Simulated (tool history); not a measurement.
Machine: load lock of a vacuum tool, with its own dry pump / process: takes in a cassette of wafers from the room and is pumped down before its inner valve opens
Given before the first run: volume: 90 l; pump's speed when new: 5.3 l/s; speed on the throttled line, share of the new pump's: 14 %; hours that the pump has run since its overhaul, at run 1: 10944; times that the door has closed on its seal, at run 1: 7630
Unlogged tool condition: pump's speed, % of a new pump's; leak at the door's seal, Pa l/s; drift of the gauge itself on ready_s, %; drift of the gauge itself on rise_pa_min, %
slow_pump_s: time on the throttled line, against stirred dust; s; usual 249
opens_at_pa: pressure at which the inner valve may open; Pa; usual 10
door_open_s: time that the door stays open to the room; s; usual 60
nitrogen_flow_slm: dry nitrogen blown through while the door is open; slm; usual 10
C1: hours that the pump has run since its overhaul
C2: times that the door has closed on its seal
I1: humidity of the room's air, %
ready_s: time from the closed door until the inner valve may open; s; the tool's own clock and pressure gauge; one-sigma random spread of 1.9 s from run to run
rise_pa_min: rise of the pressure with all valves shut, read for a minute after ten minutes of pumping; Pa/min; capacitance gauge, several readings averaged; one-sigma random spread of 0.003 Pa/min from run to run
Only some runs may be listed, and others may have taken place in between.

run 1 hour=0.0 | slow_pump_s=249 opens_at_pa=10 door_open_s=60 nitrogen_flow_slm=10 | C1=10944 C2=7630 | I1=48.2 | ready_s=380.3 rise_pa_min=0.056
run 2 hour=500.2 | slow_pump_s=249 opens_at_pa=10 door_open_s=60 nitrogen_flow_slm=35 | C1=11444 C2=9125 | I1=46.4 | ready_s=385.8 rise_pa_min=0.043
run 3 hour=999.9 | slow_pump_s=249 opens_at_pa=11 door_open_s=60 nitrogen_flow_slm=10 | C1=11944 C2=10619 | I1=46.4 | ready_s=379.6 rise_pa_min=0.067
run 4 hour=1242.1 | slow_pump_s=249 opens_at_pa=11 door_open_s=60 nitrogen_flow_slm=10 | C1=12186 C2=11342 | I1=45.8 | ready_s=385.1 rise_pa_min=0.059
run 5 hour=1558.7 | slow_pump_s=249 opens_at_pa=11 door_open_s=60 nitrogen_flow_slm=10 | C1=12503 C2=12289 | I1=45.9 | ready_s=380.3 rise_pa_min=0.069
run 6 hour=2057.1 | slow_pump_s=249 opens_at_pa=11 door_open_s=60 nitrogen_flow_slm=10 | C1=13001 C2=13779 | I1=46.1 | ready_s=383.0 rise_pa_min=0.081
run 7 hour=2312.0 | slow_pump_s=249 opens_at_pa=11 door_open_s=60 nitrogen_flow_slm=10 | C1=13256 C2=14540 | I1=41.9 | ready_s=377.5 rise_pa_min=0.079
run 8 hour=2546.6 | slow_pump_s=249 opens_at_pa=11 door_open_s=60 nitrogen_flow_slm=10 | C1=13491 C2=15242 | I1=44.8 | ready_s=382.8 rise_pa_min=0.080
run 9 hour=2797.3 | slow_pump_s=249 opens_at_pa=11 door_open_s=60 nitrogen_flow_slm=10 | C1=13741 C2=15991 | I1=45.4 | ready_s=381.2 rise_pa_min=0.086
run 10 hour=3128.7 | slow_pump_s=249 opens_at_pa=11 door_open_s=60 nitrogen_flow_slm=37 | C1=14073 C2=16982 | I1=41.7 | ready_s=383.6 rise_pa_min=0.081
run 11 hour=3582.3 | slow_pump_s=249 opens_at_pa=11 door_open_s=60 nitrogen_flow_slm=37 | C1=14526 C2=18337 | I1=47.5 | ready_s=385.0 rise_pa_min=0.083
run 12 hour=4124.8 | slow_pump_s=249 opens_at_pa=11 door_open_s=60 nitrogen_flow_slm=37 | C1=15069 C2=19959 | I1=45.8 | ready_s=384.8 rise_pa_min=0.095
run 13 hour=4478.0 | slow_pump_s=249 opens_at_pa=10 door_open_s=60 nitrogen_flow_slm=10 | C1=15422 C2=21015 | I1=45.5 | ready_s=389.1 rise_pa_min=0.107
run 14 hour=4832.3 | slow_pump_s=249 opens_at_pa=10 door_open_s=60 nitrogen_flow_slm=10 | C1=15776 C2=22074 | I1=45.0 | ready_s=388.9 rise_pa_min=0.118
run 15 hour=5180.2 | slow_pump_s=249 opens_at_pa=10 door_open_s=39 nitrogen_flow_slm=38 | C1=16124 C2=23114 | I1=46.1 | ready_s=388.0 rise_pa_min=0.112
run 16 hour=5476.4 | slow_pump_s=249 opens_at_pa=10 door_open_s=39 nitrogen_flow_slm=9 | C1=16420 C2=23999 | I1=44.5 | ready_s=386.2 rise_pa_min=0.130
run 17 hour=5989.3 | slow_pump_s=249 opens_at_pa=10 door_open_s=39 nitrogen_flow_slm=9 | C1=16933 C2=25532 | I1=44.1 | ready_s=393.0 rise_pa_min=0.142

Run 18 comes next. What will it give?
run 18 hour=6383.1 | slow_pump_s=249 opens_at_pa=10 door_open_s=39 nitrogen_flow_slm=9 | C1=17327 C2=26710 | I1=43.8 | ready_s=? rise_pa_min=?

Run 18 produced ready_s 388.3 s, rise_pa_min 0.149 Pa/min.
Were there no unlogged condition in the tool, this run, its random variation unchanged, would have produced ready_s 371.3 s, rise_pa_min 0.021 Pa/min.
